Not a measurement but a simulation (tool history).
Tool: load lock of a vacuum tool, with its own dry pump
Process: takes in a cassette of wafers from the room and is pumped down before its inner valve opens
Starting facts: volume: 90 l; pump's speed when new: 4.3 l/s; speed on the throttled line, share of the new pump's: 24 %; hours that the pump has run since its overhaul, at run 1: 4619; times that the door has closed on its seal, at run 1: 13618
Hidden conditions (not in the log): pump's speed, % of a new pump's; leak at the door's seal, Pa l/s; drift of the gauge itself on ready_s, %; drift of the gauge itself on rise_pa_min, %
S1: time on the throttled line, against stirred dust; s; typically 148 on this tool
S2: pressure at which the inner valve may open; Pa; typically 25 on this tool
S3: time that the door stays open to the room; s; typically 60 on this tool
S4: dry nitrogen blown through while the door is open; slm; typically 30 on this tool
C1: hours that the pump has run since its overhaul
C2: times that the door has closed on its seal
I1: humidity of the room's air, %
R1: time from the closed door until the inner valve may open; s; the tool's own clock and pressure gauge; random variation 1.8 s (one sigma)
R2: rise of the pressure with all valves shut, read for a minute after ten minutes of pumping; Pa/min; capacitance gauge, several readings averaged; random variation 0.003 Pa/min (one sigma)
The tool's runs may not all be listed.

Run 1, hour 0: usual settings; C1 4619; C2 13618; I1 49. Result: R1 294.1 s, R2 0.155 Pa/min.
Run 2, hour 137.8: usual settings; C1 4757; C2 13966; I1 46.4. Result: R1 297.1 s, R2 0.156 Pa/min.
Run 3, hour 244.8: usual settings; C1 4864; C2 14236; I1 44. Result: R1 297.7 s, R2 0.163 Pa/min.
Run 4, hour 325.4: usual settings but S2 40 Pa; C1 4945; C2 14439; I1 43.5. Result: R1 285.4 s, R2 0.156 Pa/min.
Run 5, hour 430.5: usual settings but S2 40 Pa; C1 5050; C2 14705; I1 44.2. Result: R1 287.5 s, R2 0.17 Pa/min.
Run 6, hour 541.4: usual settings but S2 40 Pa; C1 5160; C2 14984; I1 47.4. Result: R1 286.3 s, R2 0.177 Pa/min.
Run 7, hour 674.7: usual settings but S2 40 Pa; C1 5294; C2 15321; I1 46.1. Result: R1 284.7 s, R2 0.177 Pa/min.
Run 8, hour 803.1: usual settings but S2 40 Pa; C1 5422; C2 15645; I1 47.4. Result: R1 288.4 s, R2 0.187 Pa/min.
Run 9, hour 868.8: usual settings but S3 181 s; C1 5488; C2 15811; I1 43.8. Result: R1 299.6 s, R2 0.201 Pa/min.
Run 10, hour 1002.3: usual settings; C1 5621; C2 16148; I1 47.9. Result: R1 301 s, R2 0.194 Pa/min.
Run 11, hour 1083.1: usual settings but S2 40 Pa; C1 5702; C2 16351; I1 40.4. Result: R1 288.1 s, R2 0.192 Pa/min.
Run 12, hour 1231.2: usual settings but S2 40 Pa; C1 5850; C2 16725; I1 47.2. Result: R1 287.4 s, R2 0.201 Pa/min.
Run 13, hour 1298.1: usual settings but S2 40 Pa; C1 5917; C2 16894; I1 44.3. Result: R1 284.9 s, R2 0.21 Pa/min.
Run 14, hour 1372.4: usual settings but S2 40 Pa; C1 5992; C2 17081; I1 41.3. Result: R1 288.7 s, R2 0.198 Pa/min.
Run 15, hour 1496.6: usual settings but S2 40 Pa, S3 61 s; C1 6116; C2 17395; I1 45.8. Result: R1 285.3 s, R2 0.211 Pa/min.
Run 16, hour 1632.6: usual settings but S2 40 Pa, S3 53 s; C1 6252; C2 17738; I1 44.8. Result: R1 288.7 s, R2 0.219 Pa/min.
Run 17, hour 1729.5: usual settings but S2 40 Pa, S3 53 s; C1 6349; C2 17982; I1 42.1. Result: R1 291.2 s, R2 0.224 Pa/min.
Run 18, hour 1872.6: usual settings but S2 40 Pa, S3 53 s; C1 6492; C2 18343; I1 42. Result: R1 286.7 s, R2 0.228 Pa/min.
Run 19, hour 1964.4: usual settings but S1 91 s; C1 6584; C2 18575; I1 47.1. Result: R1 254.4 s, R2 0.241 Pa/min.
Run 20, hour 2051: usual settings but S1 91 s; C1 6670; C2 18794; I1 43.8. Result: R1 260.8 s, R2 0.231 Pa/min.
Run 21, hour 2185.5: usual settings but S2 20 Pa, S3 230 s, S4 27 slm; C1 6805; C2 19133; I1 43. Result: R1 304 s, R2 0.272 Pa/min.
Run 22, hour 2278: usual settings but S2 20 Pa, S3 230 s, S4 27 slm; C1 6897; C2 19366; I1 43.1. Result: R1 306.4 s, R2 0.28 Pa/min.
Run 23, hour 2409.6: usual settings but S1 228 s, S2 49 Pa, S3 239 s, S4 27 slm; C1 7029; C2 19699; I1 48. Result: R1 344.5 s, R2 0.29 Pa/min.
Run 24, hour 2498.2: usual settings but S1 123 s, S2 29 Pa, S3 118 s, S4 27 slm; C1 7117; C2 19922; I1 44.7. Result: R1 278.6 s, R2 0.269 Pa/min.
Run 25, hour 2636.3: usual settings but S1 77 s; C1 7255; C2 20271; I1 44.3. Result: R1 248.4 s, R2 0.261 Pa/min.
Run 26, hour 2750.9: usual settings but S1 77 s; C1 7370; C2 20560; I1 46.3. Result: R1 245.3 s, R2 0.271 Pa/min.
Run 27, hour 2898.9: usual settings but S1 238 s, S3 160 s, S4 15 slm; C1 7518; C2 20933; I1 42.4. Result: R1 368.8 s, R2 0.302 Pa/min.
Run 28, hour 3035.1: usual settings but S1 190 s, S2 21 Pa, S3 70 s, S4 15 slm; C1 7654; C2 21277; I1 43.1. Result: R1 340.4 s, R2 0.299 Pa/min.
Run 29, hour 3116.7: usual settings but S2 21 Pa, S3 30 s; C1 7736; C2 21483; I1 46.1. Result: R1 307.3 s, R2 0.277 Pa/min.
Run 30, hour 3211.5: usual settings but S1 156 s, S2 29 Pa, S4 7 slm; C1 7831; C2 21722; I1 43.6. Result: R1 306 s, R2 0.305 Pa/min.
Run 31, hour 3316.3: usual settings but S2 46 Pa, S3 42 s; C1 7935; C2 21987; I1 43.4. Result: R1 290.6 s, R2 0.298 Pa/min.
Run 32, hour 3448.4: usual settings but S1 231 s; C1 8068; C2 22320; I1 48. Result: R1 361.3 s, R2 0.301 Pa/min.
Run 33, hour 3551.2: usual settings but S1 88 s, S2 47 Pa, S4 8 slm; C1 8170; C2 22579; I1 44. Result: R1 241.4 s, R2 0.33 Pa/min.
Run 34, hour 3676.2: usual settings but S1 88 s, S2 44 Pa, S3 229 s, S4 5 slm; C1 8295; C2 22895; I1 44.3. Result: R1 245.6 s, R2 0.39 Pa/min.
Run 35, hour 3777.8: usual settings but S1 113 s, S2 33 Pa, S3 28 s; C1 8397; C2 23151; I1 43.1. Result: R1 269.9 s, R2 0.304 Pa/min.
Run 36, hour 3884.9: usual settings but S1 113 s, S2 33 Pa, S3 28 s; C1 8504; C2 23421; I1 45.8. Result: R1 270.6 s, R2 0.318 Pa/min.
Run 37, hour 3990.2: usual settings but S3 103 s, S4 24 slm; C1 8609; C2 23687; I1 47.2. Result: R1 303.6 s, R2 0.344 Pa/min.

Some steps in R1 between neighbouring runs. How much of each would the tool show without its hidden state too (settings, what came in, random variation), and how much is left for the hidden state, with any gauge scatter that isn't in both results?
Run 22 -> 23: S1 148 -> 228, S2 20 -> 49, S3 230 -> 239. R1 +38.1 s: hidden state -2.8, all else +40.9.
Run 23 -> 24: S1 228 -> 123, S2 49 -> 29, S3 239 -> 118. R1 -65.9 s: hidden state +3.1, all else -69.
Run 26 -> 27: S1 77 -> 238, S3 60 -> 160, S4 30 -> 15. R1 +123.5 s: hidden state -2.8, all else +126.3.
Run 31 -> 32: S1 148 -> 231, S2 46 -> 25, S3 42 -> 60. R1 +70.7 s: hidden state -0.2, all else +70.9.
Run 32 -> 33: S1 231 -> 88, S2 25 -> 47, S4 30 -> 8. R1 -119.9 s: hidden state +1.7, all else -121.6.

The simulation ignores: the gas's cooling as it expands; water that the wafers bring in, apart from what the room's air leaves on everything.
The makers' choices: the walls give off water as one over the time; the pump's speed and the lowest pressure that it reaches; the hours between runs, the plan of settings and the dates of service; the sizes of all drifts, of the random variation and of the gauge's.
